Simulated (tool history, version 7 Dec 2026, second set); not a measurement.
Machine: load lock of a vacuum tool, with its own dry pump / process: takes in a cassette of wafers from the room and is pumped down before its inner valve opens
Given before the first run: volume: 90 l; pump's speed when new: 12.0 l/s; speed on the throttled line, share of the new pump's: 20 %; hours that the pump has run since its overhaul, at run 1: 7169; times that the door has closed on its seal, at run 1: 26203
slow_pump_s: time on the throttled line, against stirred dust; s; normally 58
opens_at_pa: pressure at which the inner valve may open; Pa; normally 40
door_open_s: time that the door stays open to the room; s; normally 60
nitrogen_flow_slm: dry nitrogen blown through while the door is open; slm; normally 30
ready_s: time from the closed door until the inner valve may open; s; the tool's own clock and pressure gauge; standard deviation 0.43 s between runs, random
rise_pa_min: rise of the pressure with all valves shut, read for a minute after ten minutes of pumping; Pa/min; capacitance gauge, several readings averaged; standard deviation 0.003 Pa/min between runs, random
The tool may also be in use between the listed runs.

| run | day | slow_pump_s | opens_at_pa | door_open_s | nitrogen_flow_slm | hours that the pump has run since its overhaul | times that the door has closed on its seal | incoming humidity of the room's air, % | ready_s | rise_pa_min |
|---|---|---|---|---|---|---|---|---|---|---|
| 1 | 0 | 58 | 40 | 60 | 30 | 7169 | 26203 | 43.7 | 107.8 | 0.232 |
| 2 | 8.162 | 58 | 40 | 60 | 13 | 7365 | 26828 | 45.3 | 108 | 0.253 |
| 3 | 16.717 | 58 | 40 | 60 | 13 | 7570 | 27484 | 45.4 | 107.9 | 0.263 |
| 4 | 22.575 | 58 | 40 | 60 | 30 | 7711 | 27933 | 45 | 108.2 | 0.255 |
| 5 | 29.279 | 58 | 40 | 60 | 9 | 7872 | 28447 | 48.4 | 108.6 | 0.283 |
| 6 | 34.571 | 58 | 40 | 60 | 30 | 7999 | 28852 | 41.8 | 107.5 | 0.268 |
| 7 | 41.104 | 58 | 40 | 60 | 30 | 8155 | 29353 | 43.2 | 108 | 0.275 |
| 8 | 49.421 | 58 | 40 | 60 | 30 | 8355 | 29991 | 43.7 | 108.3 | 0.29 |
| 9 | 56.158 | 58 | 40 | 60 | 30 | 8517 | 30507 | 44.1 | 108.6 | 0.293 |
| 10 | 65.546 | 58 | 40 | 60 | 30 | 8742 | 31227 | 43.1 | 108.4 | 0.298 |
| 11 | 75.446 | 58 | 40 | 60 | 30 | 8980 | 31986 | 45.2 | 108.5 | 0.311 |
| 12 | 83.846 | 58 | 40 | 60 | 30 | 9181 | 32629 | 45.3 | 107.7 | 0.321 |
| 13 | 94.771 | 58 | 40 | 60 | 30 | 9443 | 33467 | 41.9 | 108.4 | 0.327 |
| 14 | 102.888 | 58 | 40 | 60 | 31 | 9638 | 34089 | 46 | 108.6 | 0.344 |

Run 15 comes next. What will it give?
| 15 | 114.079 | 36 | 33 | 236 | 38 | 9907 | 34947 | 44.1 | ? | ? |

{"run 15": {"ready_s": 92.7, "rise_pa_min": 0.374}}
Minus the tool's unlogged condition, the same run would have read ready_s 89.3 s, rise_pa_min 0.05 Pa/min.
